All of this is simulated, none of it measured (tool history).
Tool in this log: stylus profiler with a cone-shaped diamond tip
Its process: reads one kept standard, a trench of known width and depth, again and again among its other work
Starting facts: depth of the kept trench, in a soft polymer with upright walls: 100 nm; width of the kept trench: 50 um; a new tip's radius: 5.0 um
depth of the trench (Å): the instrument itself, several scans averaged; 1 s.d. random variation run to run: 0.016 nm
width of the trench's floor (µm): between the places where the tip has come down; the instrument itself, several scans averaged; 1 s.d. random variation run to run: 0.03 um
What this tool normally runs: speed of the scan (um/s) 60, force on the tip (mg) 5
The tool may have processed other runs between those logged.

| run | hour | speed of the scan (um/s) | force on the tip (mg) | depth of the trench (Å) | width of the trench's floor (µm) |
|---|---|---|---|---|---|
| 1 | 0 | 60 | 5 | 1014.9 | 47.36 |
| 2 | 12.3 | 60 | 8.37 | 1020.7 | 47.46 |
| 3 | 24.1 | 60 | 8.37 | 1020.5 | 47.45 |
| 4 | 45.5 | 60 | 5 | 1014.7 | 47.39 |
| 5 | 58.8 | 29 | 5 | 1014.8 | 47.48 |
| 6 | 74.4 | 29 | 5 | 1014.6 | 47.49 |
| 7 | 95.2 | 123 | 5 | 1014.8 | 47.06 |
| 8 | 119.4 | 123 | 5 | 1014.6 | 47.02 |
| 9 | 129.8 | 123 | 5 | 1014.6 | 47.1 |
| 10 | 153.6 | 123 | 5 | 1015 | 47.05 |
| 11 | 177.6 | 123 | 5 | 1014.9 | 47.06 |
| 12 | 199.6 | 123 | 5 | 1014.7 | 47.05 |
| 13 | 211.2 | 60 | 5 | 1014.7 | 47.25 |
| 14 | 223.4 | 208 | 5 | 1014.8 | 46.68 |
| 15 | 235.8 | 60 | 8.44 | 1021.1 | 47.34 |
| 16 | 246.2 | 60 | 5 | 1014.7 | 47.21 |
| 17 | 266.9 | 60 | 5 | 1014.7 | 47.2 |
| 18 | 277.7 | 60 | 5 | 1014.8 | 47.22 |
| 19 | 288.8 | 60 | 5 | 1014.9 | 47.2 |
| 20 | 310.2 | 60 | 5 | 1014.8 | 47.22 |
| 21 | 323.2 | 60 | 5 | 1015 | 47.22 |
| 22 | 336.3 | 60 | 5 | 1015 | 47.11 |
| 23 | 350.7 | 60 | 1.76 | 1007.7 | 47.04 |
| 24 | 370.4 | 188 | 2.58 | 1009.8 | 46.37 |
| 25 | 388.4 | 188 | 2.58 | 1010 | 46.34 |
| 26 | 412.4 | 30 | 11.3 | 1025.6 | 47.34 |
| 27 | 437.3 | 30 | 11.3 | 1025.5 | 47.36 |
| 28 | 457.1 | 30 | 11.3 | 1025.5 | 47.31 |
| 29 | 476.9 | 33 | 6.65 | 1017.9 | 47.26 |
| 30 | 500.2 | 19 | 7.55 | 1019.5 | 47.26 |
|  | 501.8 | height scale calibrated on a step standard |
| 31 | 513.9 | 19 | 7.55 | 1020.1 | 47.31 |
| 32 | 537.3 | 78 | 13.47 | 1028.9 | 47.14 |
|  | 540.7 | height scale calibrated on a step standard, once more |
| 33 | 561.3 | 28 | 7.11 | 1018.7 | 47.24 |
| 34 | 586.4 | 94 | 5.4 | 1015.8 | 46.98 |
| 35 | 610 | 45 | 5.03 | 1015.2 | 47.07 |
| 36 | 627.7 | 45 | 5.03 | 1014.9 | 47.13 |
| 37 | 643.1 | 45 | 5.03 | 1015.2 | 47.12 |
| 38 | 655.3 | 36 | 4.1 | 1013.1 | 47.09 |
| 39 | 666.5 | 36 | 4.57 | 1014.2 | 47.14 |
| 40 | 681.8 | 130 | 6.97 | 1018.4 | 46.87 |
| 41 | 706.1 | 60 | 4.05 | 1013.2 | 47 |
| 42 | 730.5 | 16 | 5.68 | 1016.3 | 47.18 |
| 43 | 753.7 | 16 | 5.68 | 1016.1 | 47.13 |
| 44 | 771.5 | 25 | 3.5 | 1012.2 | 47.18 |
| 45 | 794.3 | 66 | 8.21 | 1020.8 | 47.03 |

For some of the steps in depth of the trench (Å) from one run to the next: how much would appear even if the tool had no hidden state, given the settings, what came in and random variation, and how much remains for the hidden state plus any gauge scatter that the measured result and the result without hidden state don't share?
The hidden state here: radius of the tip, um; height scale over the true one, %; drift of the gauge itself on depth_nm, %; drift of the gauge itself on floor_um, %.
Run 1 -> 2: force on the tip (mg) 5 -> 8.37. depth of the trench (Å) +5.8: hidden state +0.1, all else +5.7.
Run 25 -> 26: speed of the scan (um/s) 188 -> 30, force on the tip (mg) 2.58 -> 11.3. depth of the trench (Å) +15.6: hidden state +0, all else +15.6.
Run 30 -> 31: height scale calibrated on a step standard. depth of the trench (Å) +0.6: hidden state +0.4, all else +0.2.
Run 31 -> 32: speed of the scan (um/s) 19 -> 78, force on the tip (mg) 7.55 -> 13.47. depth of the trench (Å) +8.8: hidden state +0, all else +8.8.
Run 32 -> 33: speed of the scan (um/s) 78 -> 28, force on the tip (mg) 13.47 -> 7.11, height scale calibrated on a step standard, once more. depth of the trench (Å) -10.2: hidden state -0.5, all else -9.7.
